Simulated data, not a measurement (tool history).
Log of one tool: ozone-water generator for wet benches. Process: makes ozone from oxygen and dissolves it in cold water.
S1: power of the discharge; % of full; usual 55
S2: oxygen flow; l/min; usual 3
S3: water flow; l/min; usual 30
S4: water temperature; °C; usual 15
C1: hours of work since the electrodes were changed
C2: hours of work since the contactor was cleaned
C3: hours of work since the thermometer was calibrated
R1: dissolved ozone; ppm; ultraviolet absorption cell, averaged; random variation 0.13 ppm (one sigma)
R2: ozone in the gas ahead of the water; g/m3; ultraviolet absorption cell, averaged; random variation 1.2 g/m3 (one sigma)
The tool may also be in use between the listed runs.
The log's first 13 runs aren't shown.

run,day,S1,S2,S3,S4,C1,C2,C3,R1,R2
14,27.654,55,3,30,15,1833,2365,2289,13.1,202.7
15,30.904,55,3,30,15,1890,2421,2345,13.2,203.6
16,34.038,55,3,30,15,1945,2476,2400,13.4,204.9
17,36.325,55,3,30,15,1985,2516,2440,13.3,203.3
18,38.925,71,3.33,34,9,2030,2561,2485,15.4,242.7
19,40.438,51,3,30,10,2057,2588,2512,12.7,190.1
20,42.696,49,2,20,15,2096,2627,2551,14.9,214.8
21,44.675,55,3,45,10,2131,2662,2586,8.7,202.5
22,46.571,43,1.57,27,15,2164,2695,2619,9.2,211.9
# day 46.888: water thermometer calibrated
23,47.967,72,3.2,26,17,2188,2719,19,18.9,246.8
24,50.4,72,1.65,20,17,2230,2761,61,18.7,312.9
25,52.412,55,3,28,10,2265,2796,96,14.6,203.8
26,54.379,55,4.37,30,14,2300,2831,131,15.3,178.3
27,56.362,55,4.37,23,14,2334,2865,165,19.3,175.9
# day 57.767: water thermometer calibrated, once more
28,58.083,55,4.37,23,14,2364,2895,6,19.2,177.1
29,61.008,62,3.25,29,18,2415,2946,57,15.3,216.3
30,63.092,55,3,39,19,2451,2983,93,10,200.9
31,65.05,64,1.81,35,11,2486,3017,127,10,276.9
32,66.833,64,1.81,35,11,2517,3048,158,9.9,276.9

Forecast each of these 5 alternatives for the next run:
A,69.721,94,1.81,30,15,2567,3098,209,?,?
B,69.721,64,1.81,19,11,2567,3098,209,?,?
C,69.721,64,1.56,35,10,2567,3098,209,?,?
D,69.721,81,3.5,35,12,2567,3098,209,?,?
E,69.721,41,1.9,35,9,2567,3098,209,?,?

run,R1,R2
A,16.1,379.7
B,19.2,275
C,9.5,291.7
D,16.9,261.5
E,7.4,188
Without the tool's hidden state the same runs would have given:
run,R1,R2
A,17.5,399.3
B,20.3,285.5
C,10.2,302.8
D,18.2,273.7
E,7.8,192.3
